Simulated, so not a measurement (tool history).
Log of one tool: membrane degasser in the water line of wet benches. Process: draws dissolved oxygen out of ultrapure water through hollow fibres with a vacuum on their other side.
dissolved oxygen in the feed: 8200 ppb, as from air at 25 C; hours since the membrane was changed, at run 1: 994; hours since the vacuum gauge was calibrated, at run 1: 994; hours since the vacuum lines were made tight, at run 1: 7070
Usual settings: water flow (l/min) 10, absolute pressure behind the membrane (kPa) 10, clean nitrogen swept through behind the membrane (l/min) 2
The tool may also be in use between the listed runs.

run	hour	water flow (l/min)	absolute pressure behind the membrane (kPa)	clean nitrogen swept through behind the membrane (l/min)	hours since the membrane was changed	hours since the vacuum gauge was calibrated	hours since the vacuum lines were made tight	dissolved oxygen in the water behind the degasser (ppb)	pressure that the water loses in the fibres (kPa)
1	0	10	10	2	994	994	7070	95	36
2	117	10	10	2	1111	1111	7187	94.9	36.24
3	225.8	10	10	2	1220	1220	7296	93.7	35.93
4	311.1	10	10	2	1305	1305	7381	93.5	35.94
5	440.7	10	10	2	1435	1435	7511	94.7	35.85
6	558	10	10	2	1552	1552	7628	92	36.14
7	660.1	10	10	2	1654	1654	7730	95.3	36.17
8	744.7	10	10	2	1739	1739	7815	94.3	35.98
9	892.8	10	10	1.78	1887	1887	7963	104.4	35.94
# hour 1021: seals of the vacuum lines changed
10	1049.6	10	10	2	2042	2042	29	94.7	36.57
11	1161.8	10	10	2	2154	2154	141	94.4	36.11
12	1271.2	10	10	2	2263	2263	250	94.2	36.06
13	1411.3	10	10	2	2404	2404	390	94.9	36.35
14	1506	10	10	2	2498	2498	485	93.2	36.1
15	1580.6	10	10	1.72	2573	2573	560	105.9	36
16	1686.4	10	10	1.72	2679	2679	665	106	36.54
17	1771.1	6	8.6	1.07	2763	2763	750	77.4	21.97
18	1898.4	9	14.3	2.43	2891	2891	877	109.8	32.69
19	1968.6	9	14.3	2.43	2961	2961	948	107	32.82
20	2081.3	15	10	2.47	3074	3074	1060	126.1	54.82
21	2159.1	6	10	2	3151	3151	1138	53.4	22
22	2231.6	13	19.3	4.5	3224	3224	1211	135.2	47.84
23	2308.8	13	19.3	4.5	3301	3301	1288	131.7	47.78
24	2404.3	8	10	2	3397	3397	1383	75.2	29.4
25	2485.1	13	6.9	1.07	3477	3477	1464	124.3	47.56
26	2560.2	11	15.3	2.04	3552	3552	1539	171.6	40.18
27	2654.9	8	7.9	2.95	3647	3647	1634	38.9	29.22
28	2762.5	9	7.9	5.59	3755	3755	1742	26.8	32.89
29	2895.5	15	14.2	1.36	3888	3888	1875	302.5	55.21
30	3022.8	15	14.2	1.36	4015	4015	2002	299.6	55.27
31	3169.8	6	23.4	2.54	4162	4162	2149	120.6	22.03

The same runs without the tool's hidden state, with the same run-to-run variation:
The hidden state here: membrane still open, %; true pressure behind the membrane over the reading, kPa; air that leaks in behind the membrane, l/min; drift of the gauge itself on oxygen_ppb, %; drift of the gauge itself on loss_of_pressure_kpa, %.
run	pressure that the water loses in the fibres (kPa)
1	36
2	36.21
3	35.87
4	35.86
5	35.74
6	36
7	36.01
8	35.8
9	35.73
10	36.31
11	35.83
12	35.75
13	36.01
14	35.74
15	35.62
16	36.14
17	21.72
18	32.28
19	32.39
20	54.07
21	21.68
22	47.14
23	47.06
24	28.94
25	46.79
26	39.51
27	28.71
28	32.3
29	54.17
30	54.18
31	21.58
dissolved oxygen in the water behind the degasser (ppb): within 0.2 of the measured result in every run.
